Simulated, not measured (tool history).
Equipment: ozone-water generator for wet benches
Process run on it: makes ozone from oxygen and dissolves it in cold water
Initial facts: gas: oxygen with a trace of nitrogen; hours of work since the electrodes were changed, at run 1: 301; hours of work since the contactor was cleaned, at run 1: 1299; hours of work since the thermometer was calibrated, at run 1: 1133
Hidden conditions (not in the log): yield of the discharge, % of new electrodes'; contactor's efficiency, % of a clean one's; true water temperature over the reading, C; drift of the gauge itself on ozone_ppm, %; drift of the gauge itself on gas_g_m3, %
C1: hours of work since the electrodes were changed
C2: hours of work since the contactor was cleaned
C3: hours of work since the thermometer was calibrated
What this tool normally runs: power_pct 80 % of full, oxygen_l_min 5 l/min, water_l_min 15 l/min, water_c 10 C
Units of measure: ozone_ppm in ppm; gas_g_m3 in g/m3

run 1 day=0 | power_pct=80 oxygen_l_min=5 water_l_min=15 water_c=10 | C1=301 C2=1299 C3=1133 | ozone_ppm=29.7 gas_g_m3=193.4
run 2 day=0.783 | power_pct=80 oxygen_l_min=6.62 water_l_min=15 water_c=10 | C1=317 C2=1315 C3=1149 | ozone_ppm=28.7 gas_g_m3=163.9
run 3 day=1.712 | power_pct=80 oxygen_l_min=6.62 water_l_min=15 water_c=10 | C1=336 C2=1335 C3=1168 | ozone_ppm=28.4 gas_g_m3=164.2
run 4 day=2.9 | power_pct=80 oxygen_l_min=5 water_l_min=15 water_c=13 | C1=361 C2=1359 C3=1193 | ozone_ppm=28.1 gas_g_m3=193.2
run 5 day=3.529 | power_pct=80 oxygen_l_min=5 water_l_min=15 water_c=16 | C1=374 C2=1373 C3=1206 | ozone_ppm=26.8 gas_g_m3=194.1
run 6 day=4.362 | power_pct=80 oxygen_l_min=5 water_l_min=15 water_c=16 | C1=392 C2=1390 C3=1223 | ozone_ppm=26.6 gas_g_m3=192.9
run 7 day=5.542 | power_pct=80 oxygen_l_min=5 water_l_min=9 water_c=10 | C1=416 C2=1414 C3=1248 | ozone_ppm=40.3 gas_g_m3=194.2
run 8 day=6.188 | power_pct=80 oxygen_l_min=5 water_l_min=9 water_c=10 | C1=429 C2=1428 C3=1261 | ozone_ppm=40.5 gas_g_m3=192.6
run 9 day=7.2 | power_pct=80 oxygen_l_min=5 water_l_min=9 water_c=10 | C1=451 C2=1449 C3=1282 | ozone_ppm=40.7 gas_g_m3=192.8
run 10 day=8.238 | power_pct=72 oxygen_l_min=5 water_l_min=12 water_c=7 | C1=472 C2=1470 C3=1304 | ozone_ppm=33.2 gas_g_m3=178.1
run 11 day=9.512 | power_pct=42 oxygen_l_min=4.76 water_l_min=16 water_c=8 | C1=499 C2=1497 C3=1331 | ozone_ppm=17.7 gas_g_m3=123.1
run 12 day=10.804 | power_pct=93 oxygen_l_min=5.54 water_l_min=21 water_c=6 | C1=525 C2=1524 C3=1357 | ozone_ppm=26.8 gas_g_m3=204
run 13 day=12.292 | power_pct=93 oxygen_l_min=5.54 water_l_min=21 water_c=6 | C1=556 C2=1555 C3=1388 | ozone_ppm=26.9 gas_g_m3=202.8
run 14 day=13.779 | power_pct=93 oxygen_l_min=5.54 water_l_min=21 water_c=6 | C1=587 C2=1585 C3=1419 | ozone_ppm=26.8 gas_g_m3=204.4
run 15 day=14.862 | power_pct=93 oxygen_l_min=5.54 water_l_min=21 water_c=6 | C1=610 C2=1608 C3=1442 | ozone_ppm=26.8 gas_g_m3=205.3
run 16 day=15.95 | power_pct=93 oxygen_l_min=5.54 water_l_min=21 water_c=6 | C1=632 C2=1631 C3=1464 | ozone_ppm=26.6 gas_g_m3=202.6
run 17 day=16.717 | power_pct=44 oxygen_l_min=3.94 water_l_min=11 water_c=17 | C1=648 C2=1647 C3=1480 | ozone_ppm=20.9 gas_g_m3=142.2
run 18 day=17.608 | power_pct=44 oxygen_l_min=7.14 water_l_min=11 water_c=6 | C1=667 C2=1665 C3=1499 | ozone_ppm=23.5 gas_g_m3=100.8

Alternative continuations, all from the tool just after run 18; predict every row:
run A day=18.65 | power_pct=44 oxygen_l_min=7.14 water_l_min=11 water_c=11 | C1=688 C2=1687 C3=1520 | ozone_ppm=? gas_g_m3=?
run B day=18.65 | power_pct=77 oxygen_l_min=5 water_l_min=15 water_c=13 | C1=688 C2=1687 C3=1520 | ozone_ppm=? gas_g_m3=?
run C day=18.65 | power_pct=82 oxygen_l_min=5.83 water_l_min=11 water_c=6 | C1=688 C2=1687 C3=1520 | ozone_ppm=? gas_g_m3=?
run D day=18.65 | power_pct=93 oxygen_l_min=7.14 water_l_min=11 water_c=6 | C1=688 C2=1687 C3=1520 | ozone_ppm=? gas_g_m3=?
run E day=18.65 | power_pct=47 oxygen_l_min=7.14 water_l_min=10 water_c=8 | C1=688 C2=1687 C3=1520 | ozone_ppm=? gas_g_m3=?

run=A ozone_ppm=21.1 gas_g_m3=99.4
run=B ozone_ppm=27.2 gas_g_m3=187.7
run=C ozone_ppm=38.4 gas_g_m3=180
run=D ozone_ppm=41 gas_g_m3=176.8
run=E ozone_ppm=24.9 gas_g_m3=105
Stripped of hidden state, with their random variation kept, the same runs would have yielded:
run=A ozone_ppm=21.1 gas_g_m3=99.4
run=B ozone_ppm=27.2 gas_g_m3=187.8
run=C ozone_ppm=38.4 gas_g_m3=180
run=D ozone_ppm=41.1 gas_g_m3=176.9
run=E ozone_ppm=25 gas_g_m3=105

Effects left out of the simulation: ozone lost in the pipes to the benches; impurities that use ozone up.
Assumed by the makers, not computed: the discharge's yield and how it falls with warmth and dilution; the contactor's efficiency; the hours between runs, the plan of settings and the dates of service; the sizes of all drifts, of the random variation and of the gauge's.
